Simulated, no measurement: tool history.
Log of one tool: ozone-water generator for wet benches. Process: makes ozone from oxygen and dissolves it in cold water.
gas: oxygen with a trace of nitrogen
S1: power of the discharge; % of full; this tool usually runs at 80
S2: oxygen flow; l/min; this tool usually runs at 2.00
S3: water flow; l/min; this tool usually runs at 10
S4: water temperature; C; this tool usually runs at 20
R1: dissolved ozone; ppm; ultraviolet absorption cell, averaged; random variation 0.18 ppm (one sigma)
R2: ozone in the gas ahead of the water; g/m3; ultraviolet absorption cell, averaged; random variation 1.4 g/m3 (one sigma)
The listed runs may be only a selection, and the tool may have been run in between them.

run,hour,S1,S2,S3,S4,R1,R2
1,0.0,80,2.00,10,20,25.2,254.3
2,105.0,80,2.00,10,20,25.1,254.3
3,172.2,80,2.00,10,20,25.4,256.2
4,274.4,80,2.00,10,20,25.5,255.0
5,358.9,80,2.00,10,20,25.1,254.1
6,449.6,80,2.00,10,20,25.2,253.2
7,527.5,80,2.00,10,20,25.0,253.4
8,641.4,80,2.00,10,20,25.1,253.4
9,772.1,80,2.00,10,20,24.8,253.9
10,851.7,80,2.00,10,20,25.0,254.1
11,916.0,80,2.00,10,20,25.0,250.0
12,981.2,80,2.00,10,20,25.5,250.9
13,1060.9,80,2.00,10,20,25.2,248.5
14,1150.9,80,2.00,10,20,25.3,251.3
15,1245.1,80,2.00,10,20,25.1,246.8
16,1323.2,80,2.00,11,20,23.2,248.4
17,1381.5,82,2.60,11,14,26.8,226.3
18,1518.9,46,1.04,15,14,8.8,206.1
19,1655.9,91,2.20,6,18,43.1,266.5
# hour 1671.4: gauge calibrated
20,1735.9,62,1.94,14,20,14.6,206.0
21,1829.4,86,2.00,8,20,31.9,272.2
22,1942.5,88,1.84,15,18,18.7,288.7
23,2049.7,88,1.84,15,18,18.7,287.4
24,2192.4,58,2.11,9,18,21.4,184.2
# hour 2255.6: contactor cleaned
25,2297.8,67,2.00,9,14,25.2,214.7
26,2441.4,80,2.00,8,20,30.3,251.5
27,2535.5,80,2.00,8,20,30.1,252.9
28,2641.1,45,2.80,8,20,18.4,127.7
# hour 2685.8: water thermometer calibrated
29,2759.1,55,1.98,8,15,23.0,180.1
30,2875.0,92,1.98,16,15,19.1,286.3
31,2966.2,69,1.11,16,20,11.8,287.5
32,3084.5,60,1.11,16,19,10.3,252.6

Difference, measured minus no-hidden-state, one row per run. Run-to-run variation is common to both terms; the gauge's own scatter need not be:
Hidden conditions of the tool in this case: yield of the discharge, % of new electrodes'; contactor's efficiency, % of a clean one's; true water temperature over the reading, C; drift of the gauge itself on ozone_ppm, %; drift of the gauge itself on gas_g_m3, %.
run,R2
1,+0.0
2,-0.6
3,-0.9
4,-1.3
5,-1.8
6,-2.2
7,-2.6
8,-3.0
9,-3.7
10,-4.0
11,-4.3
12,-4.7
13,-4.9
14,-5.5
15,-5.9
16,-6.3
17,-5.9
18,-5.9
19,-8.4
20,-0.4
21,-1.0
22,-1.6
23,-2.2
24,-1.9
25,-2.5
26,-3.7
27,-4.1
28,-2.3
29,-3.7
30,-6.6
31,-7.0
32,-6.7
R1 without the hidden state stays within 0.1 ppm of what was measured, in all runs.

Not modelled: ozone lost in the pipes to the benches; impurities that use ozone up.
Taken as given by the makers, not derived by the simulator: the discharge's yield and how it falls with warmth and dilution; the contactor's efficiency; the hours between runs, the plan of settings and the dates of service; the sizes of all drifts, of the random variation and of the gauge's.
